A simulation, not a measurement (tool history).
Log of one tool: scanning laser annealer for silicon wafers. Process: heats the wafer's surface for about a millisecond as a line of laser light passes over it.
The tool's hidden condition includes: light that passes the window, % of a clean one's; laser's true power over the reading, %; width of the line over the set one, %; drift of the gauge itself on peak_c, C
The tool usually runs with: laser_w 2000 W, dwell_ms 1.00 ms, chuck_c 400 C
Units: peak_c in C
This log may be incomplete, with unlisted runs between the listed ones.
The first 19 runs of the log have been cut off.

run    hour  laser_w  dwell_ms  chuck_c  hours of work since the window was cleaned  hours of work since the power meter was calibrated  hours of work since the optics were aligned  peak_c
 20  1142.1     1975      1.00      370                                         141                                                 959                                          357    1094
     1170.6  -- window over the wafer cleaned, once more
 21  1231.0     1975      1.00      370                                          25                                                 995                                          393    1131
 22  1276.5     2073      0.72      395                                          44                                                1014                                          412    1075
 23  1330.9     2091      1.08      382                                          67                                                1036                                          435    1212
 24  1407.6     2169      0.98      399                                          99                                                1068                                          467    1214
 25  1471.1     2000      1.13      410                                         125                                                1095                                          494    1215
 26  1511.2     1855      0.96      414                                         142                                                1112                                          510    1107
 27  1578.1     2000      0.97      400                                         170                                                1139                                          538    1150
 28  1625.2     2000      0.97      400                                         189                                                1159                                          558    1149
 29  1702.6     2000      0.97      400                                         222                                                1191                                          590    1151
 30  1755.7     2000      0.97      400                                         244                                                1213                                          612    1143
 31  1799.9     1768      0.90      418                                         262                                                1232                                          631    1059
 32  1882.2     2000      1.00      412                                         297                                                1266                                          665    1164

Each row is a separate what-if for the run after 32, all from the same tool condition, not one after another. Results?
  A  1954.1     1848      1.08      436                                         326                                                1296                                          695       ?
  B  1954.1     1762      0.99      400                                         326                                                1296                                          695       ?
  C  1954.1     2000      1.06      400                                         326                                                1296                                          695       ?

run  peak_c
  A    1158
  B    1065
  C    1171
Without the tool's hidden state the same runs would have given:
run  peak_c
  A    1184
  B    1089
  C    1198

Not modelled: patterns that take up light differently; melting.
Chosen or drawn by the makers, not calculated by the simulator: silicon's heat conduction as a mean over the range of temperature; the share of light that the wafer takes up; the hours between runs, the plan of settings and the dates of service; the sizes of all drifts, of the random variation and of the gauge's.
